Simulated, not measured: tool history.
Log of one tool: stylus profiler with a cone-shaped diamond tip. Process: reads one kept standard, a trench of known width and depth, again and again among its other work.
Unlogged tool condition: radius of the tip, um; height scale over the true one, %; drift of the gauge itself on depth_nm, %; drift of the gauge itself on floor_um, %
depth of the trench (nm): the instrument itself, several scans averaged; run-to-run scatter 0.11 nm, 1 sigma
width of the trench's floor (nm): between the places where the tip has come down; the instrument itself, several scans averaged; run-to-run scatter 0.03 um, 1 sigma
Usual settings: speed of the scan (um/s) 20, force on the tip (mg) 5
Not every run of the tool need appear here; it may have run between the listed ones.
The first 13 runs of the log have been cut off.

run,hour,speed of the scan (um/s),force on the tip (mg),scans with this tip,hours of work since the height scale was calibrated,depth of the trench (nm),width of the trench's floor (nm)
14,655.4,20,5,5651,685,205.07,47990
15,690,20,5,5785,701,205.15,47940
16,750,20,11.29,6018,729,209.01,48010
17,783,20,11.29,6146,745,208.94,47950
18,827.9,20,11.29,6321,766,208.99,47990
19,895.1,20,11.29,6582,798,208.89,48020
20,950.4,20,11.29,6796,824,209.11,48010
21,1018,57,3.08,7059,856,203.66,47800
22,1049.3,6,3.01,7181,870,203.73,48010
23,1082.1,6,10.26,7308,886,208.38,48070
24,1142.4,39,5.5,7543,914,205.35,47970
25,1184.3,39,5.5,7705,934,205.58,47920
26,1231.4,39,5.5,7888,956,205.66,47970
27,1271.8,39,5.5,8045,975,205.62,47890
28,1325.3,12,2.67,8253,1000,203.42,47970
29,1378.5,5,10.13,8460,1025,208.41,48040
30,1442.9,19,5.64,8710,1056,205.59,48010
31,1500.1,16,2.33,8932,1083,203.13,48000
32,1550.2,25,5,9127,1106,205.26,47990
33,1602,43,8.62,9328,1131,207.54,47910
34,1642.4,43,8.62,9485,1150,207.29,47960
35,1685.6,43,8.62,9653,1170,207.33,47920
36,1742,43,8.62,9872,1197,207.34,47920
# hour 1787: height scale calibrated on a step standard
37,1804.6,51,2.52,10113,8,203.36,47830

Predict each of these 3 candidate next runs independently; none follows another, all start after run 37:
A,1845.6,14,2.52,10273,28,?,?
B,1845.6,46,3.74,10273,28,?,?
C,1845.6,6,8.6,10273,28,?,?

run,depth of the trench (nm),width of the trench's floor (nm)
A,203.14,47990
B,204.19,47840
C,207.68,48050
Without the tool's unlogged condition, the same runs would have read:
run,depth of the trench (nm),width of the trench's floor (nm)
A,203.14,48000
B,204.19,47850
C,207.69,48060
